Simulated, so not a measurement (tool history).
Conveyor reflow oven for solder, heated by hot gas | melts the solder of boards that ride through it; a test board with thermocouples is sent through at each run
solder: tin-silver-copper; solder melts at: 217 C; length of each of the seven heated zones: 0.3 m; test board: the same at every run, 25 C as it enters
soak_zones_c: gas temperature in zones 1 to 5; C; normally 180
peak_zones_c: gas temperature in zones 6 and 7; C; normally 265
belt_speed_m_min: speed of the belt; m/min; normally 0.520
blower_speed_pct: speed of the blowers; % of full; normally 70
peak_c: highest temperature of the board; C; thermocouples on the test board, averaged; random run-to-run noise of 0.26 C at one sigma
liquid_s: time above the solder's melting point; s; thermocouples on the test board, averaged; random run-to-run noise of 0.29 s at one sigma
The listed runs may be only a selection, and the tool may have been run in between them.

run	day	soak_zones_c	peak_zones_c	belt_speed_m_min	blower_speed_pct	peak_c	liquid_s
1	0.000	180	265	0.520	70	245.8	49.2
2	0.279	180	265	0.520	70	246.1	48.4
3	0.483	180	265	0.520	70	245.8	48.9
4	0.725	180	265	0.520	70	246.2	48.6
5	0.904	180	265	0.520	70	245.9	48.9
6	1.338	180	265	0.520	50	239.2	40.3
7	1.750	180	265	0.520	70	245.8	48.8
8	1.933	186	265	0.520	70	247.1	52.0
9	2.342	180	265	0.520	70	245.8	48.4
10	2.600	180	253	0.520	70	236.0	39.6
11	2.812	184	253	0.520	70	236.6	42.0
12	3.192	184	253	0.520	70	237.0	42.2
13	3.633	184	261	0.520	70	242.9	48.3
14	4.042	184	261	0.520	70	243.3	48.5
15	4.462	180	265	0.424	70	252.1	66.6
16	4.762	180	265	0.424	70	251.5	66.5
17	5.175	180	265	0.424	70	251.9	66.6
18	5.608	166	265	0.531	70	241.7	39.2
19	6.008	166	265	0.531	70	241.6	38.7
20	6.417	180	265	0.523	78	247.7	50.1
21	6.767	167	266	0.490	53	239.9	39.9
22	6.992	167	266	0.490	53	240.2	40.1
23	7.183	167	266	0.490	53	240.0	39.9
24	7.388	167	266	0.490	53	239.9	39.4
25	7.683	180	265	0.451	57	246.1	56.1
26	8.092	191	273	0.499	52	250.1	57.5
27	8.317	191	264	0.566	52	238.6	39.5
28	8.517	191	264	0.500	69	247.7	57.4
29	8.817	191	264	0.500	69	247.4	56.7
30	9.212	194	256	0.451	71	244.3	64.2
31	9.617	177	279	0.435	55	258.1	66.7
32	9.917	192	265	0.520	53	243.0	49.4

3 ways to go on from here, each from the tool as it stands after run 32. What would each give?
A	10.271	192	276	0.520	53	?	?
B	10.271	180	265	0.520	90	?	?
C	10.271	192	263	0.430	53	?	?

run	peak_c	liquid_s
A	251.6	56.2
B	249.1	51.6
C	247.3	66.4
With no hidden state in the tool, these same runs would have given:
run	peak_c	liquid_s
A	253.6	57.3
B	251.4	53.0
C	249.0	67.4
